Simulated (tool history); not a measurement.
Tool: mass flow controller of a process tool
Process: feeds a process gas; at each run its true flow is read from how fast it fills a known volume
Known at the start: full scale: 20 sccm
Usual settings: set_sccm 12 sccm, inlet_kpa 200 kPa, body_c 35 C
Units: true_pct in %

run 1 hour=0 | set_sccm=12 inlet_kpa=200 body_c=35 | true_pct=97.48
run 2 hour=387.8 | set_sccm=13 inlet_kpa=200 body_c=35 | true_pct=97.7
run 3 hour=668.4 | set_sccm=12 inlet_kpa=200 body_c=35 | true_pct=97.38
run 4 hour=970.3 | set_sccm=12 inlet_kpa=200 body_c=35 | true_pct=97.26
-- hour=1085.3 controller's zero set anew
-- hour=1341.7 controller exchanged for a calibrated one
run 5 hour=1432.1 | set_sccm=12 inlet_kpa=200 body_c=35 | true_pct=97.19
run 6 hour=1829.8 | set_sccm=12 inlet_kpa=200 body_c=35 | true_pct=97.14
run 7 hour=2301.1 | set_sccm=12 inlet_kpa=200 body_c=35 | true_pct=97.04
run 8 hour=2518.6 | set_sccm=12 inlet_kpa=200 body_c=35 | true_pct=97.01
run 9 hour=2821.8 | set_sccm=12 inlet_kpa=200 body_c=35 | true_pct=96.82
run 10 hour=3233 | set_sccm=12 inlet_kpa=150 body_c=35 | true_pct=96.96
run 11 hour=3627.2 | set_sccm=2 inlet_kpa=273 body_c=21 | true_pct=96.38
run 12 hour=4091 | set_sccm=2 inlet_kpa=269 body_c=25 | true_pct=95.83
run 13 hour=4610.9 | set_sccm=2 inlet_kpa=269 body_c=25 | true_pct=95.63
run 14 hour=4902.6 | set_sccm=15 inlet_kpa=200 body_c=34 | true_pct=97.01
run 15 hour=5190.7 | set_sccm=15 inlet_kpa=200 body_c=34 | true_pct=96.88
run 16 hour=5618 | set_sccm=15 inlet_kpa=200 body_c=34 | true_pct=96.89
run 17 hour=6033.4 | set_sccm=15 inlet_kpa=163 body_c=31 | true_pct=97.23

Hidden state or all else? Some run-to-run changes of true_pct, split into what the settings, what came in and random variation would give without the hidden state, and what is left for the hidden state (with any gauge scatter that isn't in both results):
The hidden state here: flow at rest that the sensor doesn't see, % of full scale; true flow over the shown one, %; drift of the gauge itself on true_pct, %.
Run 12 -> 13: no setting changed, nothing entered. true_pct -0.2 %: hidden state -0.12, all else -0.08.
Run 13 -> 14: set_sccm 2 -> 15, inlet_kpa 269 -> 200, body_c 25 -> 34. true_pct +1.38 %: hidden state -0.07, all else +1.45.

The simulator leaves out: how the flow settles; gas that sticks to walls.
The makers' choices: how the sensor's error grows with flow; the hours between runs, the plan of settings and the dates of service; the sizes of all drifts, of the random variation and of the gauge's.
